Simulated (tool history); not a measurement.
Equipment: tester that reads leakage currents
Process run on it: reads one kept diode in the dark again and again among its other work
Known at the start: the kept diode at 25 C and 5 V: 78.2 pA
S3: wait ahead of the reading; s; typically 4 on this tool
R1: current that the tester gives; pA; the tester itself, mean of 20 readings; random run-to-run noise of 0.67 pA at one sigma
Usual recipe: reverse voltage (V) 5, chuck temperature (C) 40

{"run": 1, "hour": 0.0, "reverse voltage (V)": 5, "chuck temperature (C)": 40, "S3": 4, "R1": 222.04}
{"run": 2, "hour": 109.1, "reverse voltage (V)": 5, "chuck temperature (C)": 40, "S3": 4, "R1": 222.58}
{"run": 3, "hour": 165.3, "reverse voltage (V)": 5, "chuck temperature (C)": 40, "S3": 4, "R1": 222.62}
{"hour": 229.1, "done": "chuck's temperature calibrated"}
{"run": 4, "hour": 233.5, "reverse voltage (V)": 5, "chuck temperature (C)": 40, "S3": 4, "R1": 222.06}
{"run": 5, "hour": 297.0, "reverse voltage (V)": 5, "chuck temperature (C)": 40, "S3": 4, "R1": 223.47}
{"run": 6, "hour": 382.0, "reverse voltage (V)": 5, "chuck temperature (C)": 40, "S3": 4, "R1": 222.5}
{"run": 7, "hour": 454.5, "reverse voltage (V)": 4.1, "chuck temperature (C)": 40, "S3": 4, "R1": 201.83}
{"run": 8, "hour": 524.4, "reverse voltage (V)": 4.1, "chuck temperature (C)": 40, "S3": 4, "R1": 202.08}
{"run": 9, "hour": 593.0, "reverse voltage (V)": 4.1, "chuck temperature (C)": 40, "S3": 4, "R1": 201.92}
{"run": 10, "hour": 666.4, "reverse voltage (V)": 4.1, "chuck temperature (C)": 40, "S3": 4, "R1": 201.21}
{"run": 11, "hour": 769.5, "reverse voltage (V)": 4.1, "chuck temperature (C)": 40, "S3": 4, "R1": 202.99}
{"run": 12, "hour": 852.8, "reverse voltage (V)": 4.1, "chuck temperature (C)": 40, "S3": 4, "R1": 201.79}
{"run": 13, "hour": 910.3, "reverse voltage (V)": 4.1, "chuck temperature (C)": 40, "S3": 4, "R1": 202.23}
{"run": 14, "hour": 968.2, "reverse voltage (V)": 5, "chuck temperature (C)": 40, "S3": 4, "R1": 222.11}
{"run": 15, "hour": 1021.3, "reverse voltage (V)": 5, "chuck temperature (C)": 40, "S3": 4, "R1": 222.59}
{"run": 16, "hour": 1107.4, "reverse voltage (V)": 9.7, "chuck temperature (C)": 40, "S3": 4, "R1": 306.62}
{"run": 17, "hour": 1158.6, "reverse voltage (V)": 9.7, "chuck temperature (C)": 57, "S3": 4, "R1": 892.61}
{"run": 18, "hour": 1256.7, "reverse voltage (V)": 5, "chuck temperature (C)": 40, "S3": 0.98, "R1": 223.59}
{"run": 19, "hour": 1302.3, "reverse voltage (V)": 5, "chuck temperature (C)": 40, "S3": 4, "R1": 222.07}
{"run": 20, "hour": 1410.2, "reverse voltage (V)": 5, "chuck temperature (C)": 40, "S3": 4, "R1": 222.92}
{"run": 21, "hour": 1480.0, "reverse voltage (V)": 2.86, "chuck temperature (C)": 35, "S3": 0.4, "R1": 122.99}
{"run": 22, "hour": 1566.7, "reverse voltage (V)": 3.14, "chuck temperature (C)": 34, "S3": 6.99, "R1": 117.84}
{"run": 23, "hour": 1644.1, "reverse voltage (V)": 1.18, "chuck temperature (C)": 40, "S3": 4, "R1": 110.46}
{"run": 24, "hour": 1728.3, "reverse voltage (V)": 17.18, "chuck temperature (C)": 24, "S3": 0.48, "R1": 143.79}
{"run": 25, "hour": 1783.4, "reverse voltage (V)": 5, "chuck temperature (C)": 40, "S3": 6.5, "R1": 222.07}
{"run": 26, "hour": 1882.7, "reverse voltage (V)": 6.45, "chuck temperature (C)": 40, "S3": 7.3, "R1": 252.24}
{"run": 27, "hour": 1947.1, "reverse voltage (V)": 6.45, "chuck temperature (C)": 40, "S3": 7.3, "R1": 251.66}
{"run": 28, "hour": 2008.2, "reverse voltage (V)": 6.45, "chuck temperature (C)": 40, "S3": 7.3, "R1": 250.74}
{"run": 29, "hour": 2089.4, "reverse voltage (V)": 6.45, "chuck temperature (C)": 40, "S3": 7.3, "R1": 251.94}
{"run": 30, "hour": 2182.9, "reverse voltage (V)": 9.22, "chuck temperature (C)": 26, "S3": 2.58, "R1": 113.81}
{"run": 31, "hour": 2291.0, "reverse voltage (V)": 9.22, "chuck temperature (C)": 26, "S3": 2.58, "R1": 114.25}
{"run": 32, "hour": 2372.2, "reverse voltage (V)": 3.48, "chuck temperature (C)": 40, "S3": 3.12, "R1": 186.73}
{"hour": 2453.5, "done": "chuck's temperature calibrated"}
{"run": 33, "hour": 2468.8, "reverse voltage (V)": 9.47, "chuck temperature (C)": 58, "S3": 3.12, "R1": 941.38}
{"run": 34, "hour": 2561.9, "reverse voltage (V)": 2.17, "chuck temperature (C)": 20, "S3": 4, "R1": 36.02}
{"run": 35, "hour": 2630.0, "reverse voltage (V)": 9.21, "chuck temperature (C)": 40, "S3": 4, "R1": 300.52}
{"run": 36, "hour": 2691.7, "reverse voltage (V)": 9.21, "chuck temperature (C)": 40, "S3": 1.26, "R1": 303.17}
{"run": 37, "hour": 2764.0, "reverse voltage (V)": 9.21, "chuck temperature (C)": 40, "S3": 1.26, "R1": 300.5}
{"run": 38, "hour": 2860.5, "reverse voltage (V)": 16.16, "chuck temperature (C)": 22, "S3": 0.69, "R1": 118.6}
{"run": 39, "hour": 2944.8, "reverse voltage (V)": 16.16, "chuck temperature (C)": 22, "S3": 0.69, "R1": 118.64}
{"hour": 3000.4, "done": "tester calibrated"}
{"run": 40, "hour": 3031.5, "reverse voltage (V)": 5.69, "chuck temperature (C)": 24, "S3": 0.7, "R1": 79.98}

Here are 3 independent what-if runs from the current tool condition. What would each one return?
{"run": "A", "hour": 3107.3, "reverse voltage (V)": 5, "chuck temperature (C)": 27, "S3": 4, "R1": "?"}
{"run": "B", "hour": 3107.3, "reverse voltage (V)": 5, "chuck temperature (C)": 40, "S3": 0.98, "R1": "?"}
{"run": "C", "hour": 3107.3, "reverse voltage (V)": 5, "chuck temperature (C)": 40, "S3": 4.9, "R1": "?"}

run=A R1=90.9
run=B R1=224.23
run=C R1=223.52
With the hidden condition removed and each run's random variation left untouched, the same runs would have given:
run=A R1=90.89
run=B R1=224.34
run=C R1=223.63
